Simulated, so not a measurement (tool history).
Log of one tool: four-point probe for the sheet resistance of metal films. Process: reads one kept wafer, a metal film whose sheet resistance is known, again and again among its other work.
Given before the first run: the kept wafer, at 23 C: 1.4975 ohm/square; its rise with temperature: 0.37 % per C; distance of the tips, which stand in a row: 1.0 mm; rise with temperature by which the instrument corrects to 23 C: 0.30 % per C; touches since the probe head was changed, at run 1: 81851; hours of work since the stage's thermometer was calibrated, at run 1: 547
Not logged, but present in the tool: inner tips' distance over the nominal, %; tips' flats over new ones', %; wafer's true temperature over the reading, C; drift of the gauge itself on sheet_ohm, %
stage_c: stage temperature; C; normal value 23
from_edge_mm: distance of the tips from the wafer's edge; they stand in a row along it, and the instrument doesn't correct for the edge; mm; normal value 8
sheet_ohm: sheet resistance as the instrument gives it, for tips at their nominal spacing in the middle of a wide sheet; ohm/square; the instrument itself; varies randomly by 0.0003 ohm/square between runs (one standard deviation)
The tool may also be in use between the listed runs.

run,hour,stage_c,from_edge_mm,touches since the probe head was changed,hours of work since the stage's thermometer was calibrated,sheet_ohm
1,0,23,8,81851,547,1.505872
2,113.6,20,8,85250,600,1.501676
3,189.1,23,8,87510,636,1.504583
4,272.8,23,8,90014,675,1.504072
5,386,23,8,93401,729,1.503544
6,457.5,23,8,95540,762,1.503803
7,575.3,23,8,99067,818,1.502942
8,662.4,23,8,101671,859,1.502589
9,767.8,23,8,104826,909,1.503139
10,816.9,23,8,106296,932,1.501944
11,890.4,23,8,108496,966,1.502293
12,944.1,23,8,110102,992,1.501479
13,1027.2,28,8,112587,1031,1.506932
14,1109.5,29,8,115051,1070,1.507166
15,1223.7,29,8,118468,1124,1.506768
16,1341.5,29,8,121994,1179,1.506278
17,1414.5,29,8,124179,1213,1.506004
18,1498.2,20,8,126683,1253,1.496495
19,1598.9,30,8,129697,1300,1.506018
20,1662.3,27,10,131594,1330,1.49851
# hour 1761.3: stage's thermometer calibrated
21,1779.9,18,74,135097,9,1.483358
22,1850,18,74,137195,42,1.483258
23,1964.5,18,74,140620,96,1.482839
24,2023.9,18,74,142399,124,1.482485
25,2137.3,21,5,145793,177,1.516624
26,2190.1,21,3,147371,202,1.568477
27,2299.8,21,3,150655,254,1.568112
28,2414.2,21,3,154077,308,1.567293
29,2521.6,21,3,157292,358,1.566405
30,2569.2,27,74,158717,381,1.489384
31,2681.6,23,41,162079,434,1.485375
32,2738,30,34,163768,460,1.491913
33,2817.7,30,34,166153,498,1.491894

A few steps of sheet_ohm between consecutive runs. Split each: what settings, incoming material and random variation would produce without the hidden state, and what is left over for the hidden state, along with gauge scatter present in only one of the two compared results (measured, and without hidden state):
Run 20 -> 21: stage_c 27 -> 18, from_edge_mm 10 -> 74, stage's thermometer calibrated. sheet_ohm -0.015152 ohm/square: hidden state +0.002029, all else -0.017181.
Run 24 -> 25: stage_c 18 -> 21, from_edge_mm 74 -> 5. sheet_ohm +0.034139 ohm/square: hidden state -0.000661, all else +0.0348.
Run 25 -> 26: from_edge_mm 5 -> 3. sheet_ohm +0.051853 ohm/square: hidden state -0.00057, all else +0.052423.
Run 29 -> 30: stage_c 21 -> 27, from_edge_mm 3 -> 74. sheet_ohm -0.077021 ohm/square: hidden state +0.000404, all else -0.077425.

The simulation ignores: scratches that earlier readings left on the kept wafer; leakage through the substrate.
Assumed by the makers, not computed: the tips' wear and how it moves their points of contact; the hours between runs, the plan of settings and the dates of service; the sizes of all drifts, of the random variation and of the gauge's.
